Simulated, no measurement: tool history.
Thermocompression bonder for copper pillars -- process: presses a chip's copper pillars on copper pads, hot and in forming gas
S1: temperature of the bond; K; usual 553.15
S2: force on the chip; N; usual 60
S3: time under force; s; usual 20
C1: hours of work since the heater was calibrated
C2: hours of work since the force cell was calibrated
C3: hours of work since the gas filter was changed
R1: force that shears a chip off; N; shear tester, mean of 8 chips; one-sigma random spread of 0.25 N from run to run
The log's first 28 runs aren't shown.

| run | hour | S1 | S2 | S3 | C1 | C2 | C3 | R1 |
|---|---|---|---|---|---|---|---|---|
| 29 | 1892.2 | 578.15 | 36 | 22 | 456 | 710 | 84 | 35.7 |
| 30 | 1944 | 578.15 | 36 | 22 | 481 | 735 | 109 | 35.2 |
| 31 | 2000.8 | 527.15 | 75 | 28 | 509 | 763 | 137 | 23.8 |
|  | 2009.6 | forming gas filter changed |
| 32 | 2046.9 | 527.15 | 75 | 28 | 531 | 785 | 18 | 24.7 |
| 33 | 2140.8 | 553.15 | 86 | 53 | 577 | 831 | 64 | 50.4 |
| 34 | 2206.2 | 566.15 | 86 | 48 | 609 | 862 | 96 | 57 |
|  | 2296.3 | forming gas filter changed |
| 35 | 2303.6 | 566.15 | 37 | 48 | 656 | 910 | 4 | 40.7 |
| 36 | 2371.2 | 557.15 | 80 | 10 | 689 | 942 | 36 | 28.2 |
| 37 | 2455.1 | 557.15 | 80 | 51 | 730 | 983 | 77 | 49.7 |
|  | 2505.5 | heater calibrated with a thermocouple chip |
| 38 | 2531.5 | 553.15 | 50 | 20 | 13 | 1020 | 114 | 28.5 |
| 39 | 2580.6 | 544.15 | 60 | 11 | 37 | 1043 | 137 | 20.9 |

What if the next run were any one of these 4? Each begins from the tool's condition after run 39:
|  | 2586.2 | forming gas filter changed |
| A | 2634.7 | 545.15 | 44 | 27 | 63 | 1070 | 24 | ? |
|  | 2586.2 | forming gas filter changed |
| B | 2634.7 | 530.15 | 88 | 25 | 63 | 1070 | 24 | ? |
|  | 2586.2 | forming gas filter changed |
| C | 2634.7 | 549.15 | 45 | 11 | 63 | 1070 | 24 | ? |
|  | 2586.2 | forming gas filter changed |
| D | 2634.7 | 524.15 | 79 | 26 | 63 | 1070 | 24 | ? |

| run | R1 |
|---|---|
| A | 26.6 |
| B | 29.5 |
| C | 20.2 |
| D | 24.9 |
Stripped of hidden state, with their random variation kept, the same runs would have yielded:
| run | R1 |
|---|---|
| A | 27.7 |
| B | 30.8 |
| C | 21.1 |
| D | 26.1 |
